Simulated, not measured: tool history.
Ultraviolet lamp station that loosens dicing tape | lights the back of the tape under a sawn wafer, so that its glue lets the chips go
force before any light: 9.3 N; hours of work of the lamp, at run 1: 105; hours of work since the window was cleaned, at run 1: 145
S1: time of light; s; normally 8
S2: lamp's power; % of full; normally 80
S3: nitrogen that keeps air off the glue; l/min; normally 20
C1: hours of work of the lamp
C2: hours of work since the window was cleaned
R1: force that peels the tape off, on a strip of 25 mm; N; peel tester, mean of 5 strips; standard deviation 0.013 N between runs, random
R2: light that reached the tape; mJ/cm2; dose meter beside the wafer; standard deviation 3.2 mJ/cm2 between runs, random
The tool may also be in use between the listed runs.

{"run": 1, "hour": 0.0, "S1": 8, "S2": 80, "S3": 20, "C1": 105, "C2": 145, "R1": 0.59, "R2": 504}
{"run": 2, "hour": 13.1, "S1": 8, "S2": 80, "S3": 20, "C1": 111, "C2": 151, "R1": 0.608, "R2": 503}
{"run": 3, "hour": 34.2, "S1": 8, "S2": 80, "S3": 20, "C1": 121, "C2": 161, "R1": 0.572, "R2": 496}
{"run": 4, "hour": 54.6, "S1": 8, "S2": 80, "S3": 20, "C1": 131, "C2": 171, "R1": 0.617, "R2": 490}
{"run": 5, "hour": 72.7, "S1": 8, "S2": 83, "S3": 20, "C1": 139, "C2": 179, "R1": 0.577, "R2": 513}
{"run": 6, "hour": 91.9, "S1": 8, "S2": 83, "S3": 14, "C1": 148, "C2": 188, "R1": 0.702, "R2": 517}
{"run": 7, "hour": 107.1, "S1": 15, "S2": 66, "S3": 9, "C1": 155, "C2": 195, "R1": 0.424, "R2": 767}
{"run": 8, "hour": 125.3, "S1": 8, "S2": 82, "S3": 22, "C1": 164, "C2": 203, "R1": 0.528, "R2": 505}
{"run": 9, "hour": 137.0, "S1": 6, "S2": 69, "S3": 30, "C1": 169, "C2": 209, "R1": 1.146, "R2": 317}
{"hour": 140.5, "done": "window cleaned of glue's vapour"}
{"run": 10, "hour": 150.9, "S1": 6, "S2": 69, "S3": 30, "C1": 175, "C2": 5, "R1": 1.167, "R2": 322}

Predict each of these 5 candidate next runs independently; none follows another, all start after run 10:
{"run": "A", "hour": 159.6, "S1": 4, "S2": 70, "S3": 30, "C1": 179, "C2": 9, "R1": "?", "R2": "?"}
{"run": "B", "hour": 159.6, "S1": 15, "S2": 66, "S3": 8, "C1": 179, "C2": 9, "R1": "?", "R2": "?"}
{"run": "C", "hour": 159.6, "S1": 13, "S2": 99, "S3": 18, "C1": 179, "C2": 9, "R1": "?", "R2": "?"}
{"run": "D", "hour": 159.6, "S1": 6, "S2": 73, "S3": 20, "C1": 179, "C2": 9, "R1": "?", "R2": "?"}
{"run": "E", "hour": 159.6, "S1": 11, "S2": 99, "S3": 30, "C1": 179, "C2": 9, "R1": "?", "R2": "?"}

run=A R1=2.157 R2=219
run=B R1=0.455 R2=759
run=C R1=0.217 R2=997
run=D R1=1.278 R2=338
run=E R1=0.231 R2=851
The same runs, with their run-to-run variation unchanged, on a tool lacking any hidden condition would have given:
run=A R1=2.156 R2=219
run=B R1=0.455 R2=759
run=C R1=0.217 R2=997
run=D R1=1.277 R2=338
run=E R1=0.231 R2=851
